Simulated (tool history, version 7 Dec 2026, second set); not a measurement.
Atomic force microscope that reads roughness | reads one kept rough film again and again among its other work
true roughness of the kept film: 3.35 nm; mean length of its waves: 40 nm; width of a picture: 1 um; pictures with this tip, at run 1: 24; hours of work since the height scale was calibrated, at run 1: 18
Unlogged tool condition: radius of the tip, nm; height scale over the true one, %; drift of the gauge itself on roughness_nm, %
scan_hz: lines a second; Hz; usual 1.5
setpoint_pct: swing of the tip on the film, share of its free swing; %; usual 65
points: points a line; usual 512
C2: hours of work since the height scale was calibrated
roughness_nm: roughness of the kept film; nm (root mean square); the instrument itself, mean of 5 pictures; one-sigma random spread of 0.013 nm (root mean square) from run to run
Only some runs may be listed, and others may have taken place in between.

{"run": 1, "day": 0.0, "scan_hz": 1.5, "setpoint_pct": 65, "points": 512, "pictures with this tip": 24, "C2": 18, "roughness_nm": 2.899}
{"run": 2, "day": 0.171, "scan_hz": 2.84, "setpoint_pct": 65, "points": 512, "pictures with this tip": 28, "C2": 20, "roughness_nm": 2.798}
{"run": 3, "day": 0.462, "scan_hz": 2.84, "setpoint_pct": 65, "points": 512, "pictures with this tip": 34, "C2": 24, "roughness_nm": 2.723}
{"run": 4, "day": 0.679, "scan_hz": 2.84, "setpoint_pct": 65, "points": 512, "pictures with this tip": 39, "C2": 26, "roughness_nm": 2.71}
{"run": 5, "day": 1.062, "scan_hz": 2.84, "setpoint_pct": 65, "points": 512, "pictures with this tip": 47, "C2": 31, "roughness_nm": 2.633}
{"run": 6, "day": 1.262, "scan_hz": 0.84, "setpoint_pct": 65, "points": 512, "pictures with this tip": 51, "C2": 33, "roughness_nm": 2.701}
{"run": 7, "day": 1.617, "scan_hz": 0.84, "setpoint_pct": 65, "points": 512, "pictures with this tip": 59, "C2": 38, "roughness_nm": 2.628}
{"run": 8, "day": 1.983, "scan_hz": 1.77, "setpoint_pct": 80, "points": 418, "pictures with this tip": 67, "C2": 42, "roughness_nm": 2.449}
{"day": 2.025, "done": "new tip fitted"}
{"run": 9, "day": 2.25, "scan_hz": 1.77, "setpoint_pct": 80, "points": 418, "pictures with this tip": 4, "C2": 45, "roughness_nm": 2.935}
{"run": 10, "day": 2.492, "scan_hz": 1.36, "setpoint_pct": 61, "points": 450, "pictures with this tip": 10, "C2": 48, "roughness_nm": 2.995}
{"run": 11, "day": 2.779, "scan_hz": 1.36, "setpoint_pct": 61, "points": 262, "pictures with this tip": 16, "C2": 51, "roughness_nm": 2.922}

How would selected steps in roughness_nm from run to run divide? Give the signed amount a tool lacking its hidden state would still show from settings, what came in and random variation, and the signed amount left for the hidden state, including any gauge scatter that is not in both of the compared results.
Run 8 -> 9: new tip fitted. roughness_nm +0.486 nm (root mean square): hidden state +0.469, all else +0.017.

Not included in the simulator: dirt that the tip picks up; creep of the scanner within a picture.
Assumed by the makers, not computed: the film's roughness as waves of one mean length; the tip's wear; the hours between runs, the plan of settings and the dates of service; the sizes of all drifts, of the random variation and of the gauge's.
